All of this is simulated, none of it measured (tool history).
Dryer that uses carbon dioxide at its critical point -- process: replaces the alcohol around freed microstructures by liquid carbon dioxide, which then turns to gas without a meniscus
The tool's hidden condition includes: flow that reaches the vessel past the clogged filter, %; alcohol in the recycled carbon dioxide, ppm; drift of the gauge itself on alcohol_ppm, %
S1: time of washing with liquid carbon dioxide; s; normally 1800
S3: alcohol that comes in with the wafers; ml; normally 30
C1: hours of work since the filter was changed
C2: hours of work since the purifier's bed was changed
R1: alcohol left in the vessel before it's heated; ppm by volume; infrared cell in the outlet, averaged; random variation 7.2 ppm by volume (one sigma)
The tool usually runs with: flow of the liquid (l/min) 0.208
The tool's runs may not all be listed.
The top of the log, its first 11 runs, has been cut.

{"run": 12, "hour": 109.7, "S1": 1800, "flow of the liquid (l/min)": 0.3, "S3": 30, "C1": 345, "C2": 211, "R1": 143}
{"run": 13, "hour": 116.5, "S1": 1800, "flow of the liquid (l/min)": 0.208, "S3": 30, "C1": 348, "C2": 214, "R1": 564}
{"run": 14, "hour": 124.3, "S1": 1800, "flow of the liquid (l/min)": 0.208, "S3": 30, "C1": 351, "C2": 217, "R1": 590}
{"run": 15, "hour": 135.1, "S1": 1800, "flow of the liquid (l/min)": 0.208, "S3": 30, "C1": 356, "C2": 222, "R1": 586}
{"run": 16, "hour": 142.3, "S1": 1800, "flow of the liquid (l/min)": 0.208, "S3": 30, "C1": 359, "C2": 225, "R1": 618}
{"run": 17, "hour": 149.3, "S1": 1800, "flow of the liquid (l/min)": 0.208, "S3": 30, "C1": 362, "C2": 228, "R1": 581}
{"run": 18, "hour": 163.6, "S1": 1800, "flow of the liquid (l/min)": 0.208, "S3": 30, "C1": 369, "C2": 234, "R1": 602}
{"run": 19, "hour": 171.3, "S1": 1800, "flow of the liquid (l/min)": 0.208, "S3": 30, "C1": 372, "C2": 238, "R1": 591}
{"run": 20, "hour": 181.3, "S1": 1800, "flow of the liquid (l/min)": 0.208, "S3": 30, "C1": 376, "C2": 242, "R1": 599}
{"run": 21, "hour": 188.0, "S1": 1800, "flow of the liquid (l/min)": 0.208, "S3": 30, "C1": 379, "C2": 245, "R1": 608}
{"run": 22, "hour": 199.1, "S1": 1800, "flow of the liquid (l/min)": 0.208, "S3": 30, "C1": 384, "C2": 250, "R1": 610}
{"run": 23, "hour": 212.8, "S1": 2880, "flow of the liquid (l/min)": 0.167, "S3": 26, "C1": 390, "C2": 256, "R1": 206}
{"run": 24, "hour": 223.4, "S1": 2880, "flow of the liquid (l/min)": 0.167, "S3": 26, "C1": 395, "C2": 260, "R1": 206}
{"run": 25, "hour": 230.1, "S1": 2880, "flow of the liquid (l/min)": 0.167, "S3": 26, "C1": 398, "C2": 263, "R1": 200}
{"run": 26, "hour": 243.8, "S1": 2880, "flow of the liquid (l/min)": 0.167, "S3": 26, "C1": 404, "C2": 269, "R1": 205}
{"run": 27, "hour": 255.9, "S1": 1380, "flow of the liquid (l/min)": 0.204, "S3": 32, "C1": 409, "C2": 275, "R1": 1709}
{"run": 28, "hour": 266.2, "S1": 1380, "flow of the liquid (l/min)": 0.204, "S3": 32, "C1": 413, "C2": 279, "R1": 1672}
{"run": 29, "hour": 275.5, "S1": 1380, "flow of the liquid (l/min)": 0.208, "S3": 27, "C1": 417, "C2": 283, "R1": 1365}
{"run": 30, "hour": 289.3, "S1": 1080, "flow of the liquid (l/min)": 0.208, "S3": 30, "C1": 423, "C2": 289, "R1": 2902}
{"run": 31, "hour": 296.6, "S1": 1080, "flow of the liquid (l/min)": 0.208, "S3": 30, "C1": 427, "C2": 292, "R1": 2874}
{"run": 32, "hour": 308.0, "S1": 1800, "flow of the liquid (l/min)": 0.315, "S3": 30, "C1": 431, "C2": 297, "R1": 144}

Predict the results of run 33:
{"run": 33, "hour": 319.9, "S1": 1800, "flow of the liquid (l/min)": 0.315, "S3": 30, "C1": 437, "C2": 302, "R1": "?"}

R1: 147 ppm by volume
Take away the tool's hidden state, keep the run-to-run variation as it was, and the same run would have given R1 40 ppm by volume.

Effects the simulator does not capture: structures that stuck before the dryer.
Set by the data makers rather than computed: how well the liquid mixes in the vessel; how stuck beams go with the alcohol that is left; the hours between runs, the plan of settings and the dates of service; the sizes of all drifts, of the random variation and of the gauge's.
